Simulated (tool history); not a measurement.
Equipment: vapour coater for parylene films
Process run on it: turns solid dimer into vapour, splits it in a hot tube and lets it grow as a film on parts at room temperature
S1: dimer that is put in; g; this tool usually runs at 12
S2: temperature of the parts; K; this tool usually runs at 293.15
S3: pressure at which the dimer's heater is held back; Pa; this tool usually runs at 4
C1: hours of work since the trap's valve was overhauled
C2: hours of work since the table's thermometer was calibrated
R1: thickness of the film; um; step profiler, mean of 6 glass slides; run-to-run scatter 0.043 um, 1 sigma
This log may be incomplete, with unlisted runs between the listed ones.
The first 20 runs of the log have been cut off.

run 21 day=9.733 | S1=8 S2=293.15 S3=3.51 | C1=73 C2=370 | R1=3.21
run 22 day=10.292 | S1=7 S2=293.15 S3=4 | C1=82 C2=379 | R1=2.79
run 23 day=10.683 | S1=7 S2=291.15 S3=4 | C1=88 C2=385 | R1=3.06
run 24 day=11.025 | S1=6 S2=291.15 S3=4 | C1=93 C2=390 | R1=2.61
run 25 day=11.612 | S1=6 S2=291.15 S3=4 | C1=102 C2=399 | R1=2.58
run 26 day=12.167 | S1=6 S2=291.15 S3=4 | C1=111 C2=408 | R1=2.64
run 27 day=12.679 | S1=6 S2=291.15 S3=11.13 | C1=119 C2=416 | R1=2.32
run 28 day=13.3 | S1=6 S2=291.15 S3=11.13 | C1=129 C2=425 | R1=2.4
run 29 day=13.688 | S1=6 S2=293.15 S3=4.21 | C1=135 C2=431 | R1=2.33
run 30 day=14.217 | S1=6 S2=293.15 S3=4.21 | C1=143 C2=440 | R1=2.37
run 31 day=14.842 | S1=12 S2=293.15 S3=11.36 | C1=153 C2=449 | R1=4.27
run 32 day=15.275 | S1=12 S2=297.15 S3=6.79 | C1=159 C2=456 | R1=3.77
run 33 day=15.721 | S1=12 S2=297.15 S3=6.79 | C1=166 C2=463 | R1=3.65
run 34 day=16.167 | S1=6 S2=292.15 S3=7.39 | C1=173 C2=470 | R1=2.33

What will run 35 give?
run 35 day=16.742 | S1=6 S2=289.15 S3=7.72 | C1=182 C2=479 | R1=?

Run 35 measured R1 2.62 um.
If the tool had no hidden condition, the same run with the same run-to-run variation would have returned R1 2.75 um.
